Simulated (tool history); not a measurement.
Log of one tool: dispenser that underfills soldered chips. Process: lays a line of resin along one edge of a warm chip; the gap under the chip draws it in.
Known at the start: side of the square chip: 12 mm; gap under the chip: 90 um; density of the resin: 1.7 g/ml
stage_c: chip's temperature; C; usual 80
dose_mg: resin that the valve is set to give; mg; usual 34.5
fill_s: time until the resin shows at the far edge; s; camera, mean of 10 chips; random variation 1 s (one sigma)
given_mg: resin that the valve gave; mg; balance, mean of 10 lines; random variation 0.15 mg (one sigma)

run,day,stage_c,dose_mg,fill_s,given_mg
1,0.000,80,34.5,117.6,34.31
# day 0.404: new syringe of resin
2,0.471,80,34.5,109.6,34.19
# day 0.975: new syringe of resin
3,1.083,82,34.5,111.9,33.57
4,1.504,82,34.5,147.1,33.50
# day 1.558: new syringe of resin
# day 2.117: new syringe of resin
5,2.133,82,34.5,102.5,32.99
# day 2.546: dispensing valve cleaned and set on the balance
6,2.646,80,31.6,148.3,31.57
# day 2.708: new syringe of resin
7,2.979,80,33.7,129.5,33.46
# day 3.254: new syringe of resin
# day 3.504: stage's temperature calibrated
8,3.704,80,34.5,129.3,34.08
# day 3.846: new syringe of resin
# day 4.396: new syringe of resin
9,4.396,80,34.5,99.7,33.42
# day 4.967: new syringe of resin
10,5.033,80,34.5,101.5,33.10
11,5.321,80,34.5,125.8,33.01
# day 5.525: new syringe of resin
# day 5.692: dispensing valve cleaned and set on the balance
12,5.767,80,34.5,111.9,34.34
# day 6.138: new syringe of resin
13,6.483,67,37.5,192.0,36.84
# day 6.688: new syringe of resin
14,7.133,78,44.0,139.5,42.74
# day 7.254: new syringe of resin
15,7.621,78,44.0,131.9,42.50
# day 7.850: new syringe of resin
16,7.938,83,32.1,99.2,30.91
# day 8.412: new syringe of resin
17,8.412,93,38.8,66.0,37.15
# day 8.800: dispensing valve cleaned and set on the balance
# day 9.029: new syringe of resin
18,9.042,83,35.5,90.6,35.68

Run 19 comes next. What will it give?
19,9.354,82,35.5,?,?

{"run 19": {"fill_s": 114.3, "given_mg": 35.24}}
Without the tool's hidden state the same run would have given fill_s 91.7 s, given_mg 35.47 mg.

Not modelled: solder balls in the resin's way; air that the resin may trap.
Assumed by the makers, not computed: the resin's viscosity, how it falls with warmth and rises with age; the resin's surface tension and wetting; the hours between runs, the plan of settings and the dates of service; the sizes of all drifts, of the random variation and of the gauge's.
